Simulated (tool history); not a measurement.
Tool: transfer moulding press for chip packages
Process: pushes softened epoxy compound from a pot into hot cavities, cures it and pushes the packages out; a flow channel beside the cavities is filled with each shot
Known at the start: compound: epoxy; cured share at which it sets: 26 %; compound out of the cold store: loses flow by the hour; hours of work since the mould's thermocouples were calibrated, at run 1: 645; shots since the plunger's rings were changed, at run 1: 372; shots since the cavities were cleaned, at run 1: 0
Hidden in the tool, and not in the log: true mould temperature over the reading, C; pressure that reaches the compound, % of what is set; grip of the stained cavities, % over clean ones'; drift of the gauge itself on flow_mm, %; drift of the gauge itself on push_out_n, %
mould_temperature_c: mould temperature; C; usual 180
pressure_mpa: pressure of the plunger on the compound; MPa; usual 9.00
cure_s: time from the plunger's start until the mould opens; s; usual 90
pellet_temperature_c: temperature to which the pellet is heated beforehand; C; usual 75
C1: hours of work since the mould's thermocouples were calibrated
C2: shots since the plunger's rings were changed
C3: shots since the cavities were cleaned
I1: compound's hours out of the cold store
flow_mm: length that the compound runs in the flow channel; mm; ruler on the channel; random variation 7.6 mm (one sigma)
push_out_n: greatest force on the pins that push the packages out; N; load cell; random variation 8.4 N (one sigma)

run 1 hour=0.0 | mould_temperature_c=180 pressure_mpa=9.00 cure_s=90 pellet_temperature_c=75 | C1=645 C2=372 C3=0 | I1=13.4 | flow_mm=991 push_out_n=412
run 2 hour=12.5 | mould_temperature_c=180 pressure_mpa=9.00 cure_s=90 pellet_temperature_c=75 | C1=653 C2=511 C3=139 | I1=29.2 | flow_mm=886 push_out_n=487
run 3 hour=35.1 | mould_temperature_c=180 pressure_mpa=10.03 cure_s=90 pellet_temperature_c=75 | C1=667 C2=763 C3=391 | I1=9.5 | flow_mm=1041 push_out_n=650
run 4 hour=56.7 | mould_temperature_c=180 pressure_mpa=10.03 cure_s=90 pellet_temperature_c=75 | C1=680 C2=1004 C3=632 | I1=26.0 | flow_mm=965 push_out_n=651
run 5 hour=75.7 | mould_temperature_c=180 pressure_mpa=10.03 cure_s=90 pellet_temperature_c=75 | C1=692 C2=1217 C3=845 | I1=46.9 | flow_mm=849 push_out_n=635
run 6 hour=96.2 | mould_temperature_c=180 pressure_mpa=10.03 cure_s=90 pellet_temperature_c=75 | C1=705 C2=1445 C3=1073 | I1=39.4 | flow_mm=866 push_out_n=689
-- hour=102.1 cavities cleaned with cleaning compound and waxed
run 7 hour=119.0 | mould_temperature_c=180 pressure_mpa=10.03 cure_s=90 pellet_temperature_c=75 | C1=718 C2=1683 C3=189 | I1=35.2 | flow_mm=884 push_out_n=530
run 8 hour=131.3 | mould_temperature_c=180 pressure_mpa=10.03 cure_s=90 pellet_temperature_c=75 | C1=726 C2=1820 C3=326 | I1=24.6 | flow_mm=949 push_out_n=564
run 9 hour=149.5 | mould_temperature_c=180 pressure_mpa=7.84 cure_s=90 pellet_temperature_c=75 | C1=738 C2=2023 C3=529 | I1=30.7 | flow_mm=807 push_out_n=629
run 10 hour=167.1 | mould_temperature_c=177 pressure_mpa=7.84 cure_s=90 pellet_temperature_c=75 | C1=749 C2=2219 C3=725 | I1=47.4 | flow_mm=739 push_out_n=787
run 11 hour=187.4 | mould_temperature_c=177 pressure_mpa=7.84 cure_s=90 pellet_temperature_c=75 | C1=761 C2=2446 C3=952 | I1=18.0 | flow_mm=876 push_out_n=882
-- hour=205.4 cavities cleaned with cleaning compound and waxed
run 12 hour=213.3 | mould_temperature_c=177 pressure_mpa=7.84 cure_s=90 pellet_temperature_c=75 | C1=777 C2=2718 C3=89 | I1=27.1 | flow_mm=826 push_out_n=574
run 13 hour=234.1 | mould_temperature_c=186 pressure_mpa=9.00 cure_s=90 pellet_temperature_c=75 | C1=790 C2=2950 C3=321 | I1=22.5 | flow_mm=888 push_out_n=456
run 14 hour=254.1 | mould_temperature_c=186 pressure_mpa=9.00 cure_s=90 pellet_temperature_c=75 | C1=802 C2=3173 C3=544 | I1=37.3 | flow_mm=811 push_out_n=451
run 15 hour=271.2 | mould_temperature_c=186 pressure_mpa=9.00 cure_s=90 pellet_temperature_c=75 | C1=813 C2=3363 C3=734 | I1=34.3 | flow_mm=825 push_out_n=497
run 16 hour=288.5 | mould_temperature_c=187 pressure_mpa=7.83 cure_s=90 pellet_temperature_c=81 | C1=824 C2=3556 C3=927 | I1=17.6 | flow_mm=841 push_out_n=504
run 17 hour=305.4 | mould_temperature_c=178 pressure_mpa=8.20 cure_s=90 pellet_temperature_c=81 | C1=834 C2=3745 C3=1116 | I1=32.4 | flow_mm=801 push_out_n=775
-- hour=308.6 cavities cleaned with cleaning compound and waxed
-- hour=318.0 mould's thermocouples calibrated
run 18 hour=321.3 | mould_temperature_c=178 pressure_mpa=8.20 cure_s=90 pellet_temperature_c=81 | C1=2 C2=3884 C3=120 | I1=15.9 | flow_mm=893 push_out_n=596
run 19 hour=341.4 | mould_temperature_c=172 pressure_mpa=6.97 cure_s=92 pellet_temperature_c=75 | C1=15 C2=4107 C3=343 | I1=13.2 | flow_mm=851 push_out_n=1097
-- hour=359.1 plunger's sealing rings changed
run 20 hour=370.8 | mould_temperature_c=180 pressure_mpa=9.00 cure_s=90 pellet_temperature_c=83 | C1=32 C2=131 C3=644 | I1=42.2 | flow_mm=836 push_out_n=601
run 21 hour=395.9 | mould_temperature_c=177 pressure_mpa=9.00 cure_s=114 pellet_temperature_c=75 | C1=47 C2=411 C3=924 | I1=22.7 | flow_mm=936 push_out_n=546
-- hour=415.0 cavities cleaned with cleaning compound and waxed
run 22 hour=416.0 | mould_temperature_c=182 pressure_mpa=9.00 cure_s=82 pellet_temperature_c=85 | C1=59 C2=618 C3=11 | I1=36.8 | flow_mm=847 push_out_n=446
run 23 hour=428.6 | mould_temperature_c=176 pressure_mpa=7.47 cure_s=96 pellet_temperature_c=73 | C1=67 C2=759 C3=152 | I1=36.6 | flow_mm=783 push_out_n=560
run 24 hour=449.8 | mould_temperature_c=188 pressure_mpa=7.84 cure_s=78 pellet_temperature_c=66 | C1=80 C2=995 C3=388 | I1=18.1 | flow_mm=852 push_out_n=543
-- hour=458.5 mould's thermocouples calibrated, once more
run 25 hour=463.4 | mould_temperature_c=175 pressure_mpa=10.71 cure_s=99 pellet_temperature_c=73 | C1=3 C2=1124 C3=517 | I1=10.1 | flow_mm=1098 push_out_n=699
run 26 hour=474.8 | mould_temperature_c=184 pressure_mpa=10.89 cure_s=99 pellet_temperature_c=70 | C1=10 C2=1252 C3=645 | I1=48.0 | flow_mm=858 push_out_n=463
run 27 hour=490.1 | mould_temperature_c=184 pressure_mpa=10.89 cure_s=99 pellet_temperature_c=70 | C1=20 C2=1423 C3=816 | I1=8.9 | flow_mm=1073 push_out_n=475
run 28 hour=504.2 | mould_temperature_c=183 pressure_mpa=7.00 cure_s=77 pellet_temperature_c=69 | C1=29 C2=1580 C3=973 | I1=11.3 | flow_mm=848 push_out_n=880

3 ways to go on from here, each from the tool as it stands after run 28. What would each give?
-- hour=519.6 cavities cleaned with cleaning compound and waxed
run A hour=519.7 | mould_temperature_c=183 pressure_mpa=7.00 cure_s=77 pellet_temperature_c=69 | C1=37 C2=1735 C3=1 | I1=41.9 | flow_mm=? push_out_n=?
-- hour=519.6 cavities cleaned with cleaning compound and waxed
run B hour=519.7 | mould_temperature_c=183 pressure_mpa=7.31 cure_s=101 pellet_temperature_c=69 | C1=37 C2=1735 C3=1 | I1=11.7 | flow_mm=? push_out_n=?
-- hour=519.6 cavities cleaned with cleaning compound and waxed
run C hour=519.7 | mould_temperature_c=176 pressure_mpa=9.00 cure_s=90 pellet_temperature_c=75 | C1=37 C2=1735 C3=1 | I1=8.9 | flow_mm=? push_out_n=?

run=A flow_mm=709 push_out_n=461
run=B flow_mm=871 push_out_n=309
run=C flow_mm=990 push_out_n=565
Without the tool's hidden state the same runs would have given:
run=A flow_mm=724 push_out_n=440
run=B flow_mm=889 push_out_n=297
run=C flow_mm=1011 push_out_n=538

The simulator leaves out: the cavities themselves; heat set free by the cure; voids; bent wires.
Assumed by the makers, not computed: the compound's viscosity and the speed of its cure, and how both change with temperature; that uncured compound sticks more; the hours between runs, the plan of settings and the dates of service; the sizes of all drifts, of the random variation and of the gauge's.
